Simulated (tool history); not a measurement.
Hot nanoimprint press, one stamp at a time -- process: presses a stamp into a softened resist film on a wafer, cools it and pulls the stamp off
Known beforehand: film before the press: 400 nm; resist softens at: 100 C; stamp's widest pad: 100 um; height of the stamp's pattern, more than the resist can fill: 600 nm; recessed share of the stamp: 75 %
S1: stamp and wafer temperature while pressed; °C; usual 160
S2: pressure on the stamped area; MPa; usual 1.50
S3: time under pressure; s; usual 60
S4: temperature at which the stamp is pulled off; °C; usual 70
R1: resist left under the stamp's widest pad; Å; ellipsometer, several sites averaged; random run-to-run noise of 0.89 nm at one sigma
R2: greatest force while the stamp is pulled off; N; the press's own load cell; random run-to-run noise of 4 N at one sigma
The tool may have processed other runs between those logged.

run	hour	S1	S2	S3	S4	R1	R2
1	0.0	160	1.50	60	70	1771	206
2	26.1	160	1.50	60	70	1779	216
3	44.2	165	1.50	60	70	1327	228
4	77.1	165	1.50	60	70	1325	216
# hour 108.2: stamp cleaned and given a new release coat
5	108.2	165	1.50	60	77	1314	155
6	127.4	160	1.50	50	70	1897	192
# hour 161.2: plate thermocouple calibrated
7	162.8	160	1.50	50	70	1990	202
8	192.0	160	1.99	60	70	1646	212
9	220.0	160	1.50	60	70	1847	215
10	243.0	160	1.50	60	70	1851	224
11	277.0	160	1.50	82	62	1627	279
12	294.6	171	1.06	64	71	1110	226
# hour 305.7: stamp cleaned and given a new release coat
13	319.5	160	1.50	63	76	1787	165
14	347.7	159	2.13	35	63	2098	236
15	372.7	159	2.13	35	63	2062	237
16	392.7	160	1.71	43	63	1972	251
17	429.7	151	1.71	43	63	2987	253
18	450.5	151	1.71	43	63	2991	255

Consider 3 possible next runs. They are alternatives, not a sequence: every one starts from the tool as it was left by run 18. What does each give?
A	469.8	171	1.76	96	63	?	?
B	469.8	151	1.25	74	57	?	?
C	469.8	166	1.50	105	61	?	?

run	R1	R2
A	721	269
B	2838	301
C	1001	271
Without the tool's hidden state the same runs would have given:
run	R1	R2
A	734	227
B	2882	253
C	1021	228

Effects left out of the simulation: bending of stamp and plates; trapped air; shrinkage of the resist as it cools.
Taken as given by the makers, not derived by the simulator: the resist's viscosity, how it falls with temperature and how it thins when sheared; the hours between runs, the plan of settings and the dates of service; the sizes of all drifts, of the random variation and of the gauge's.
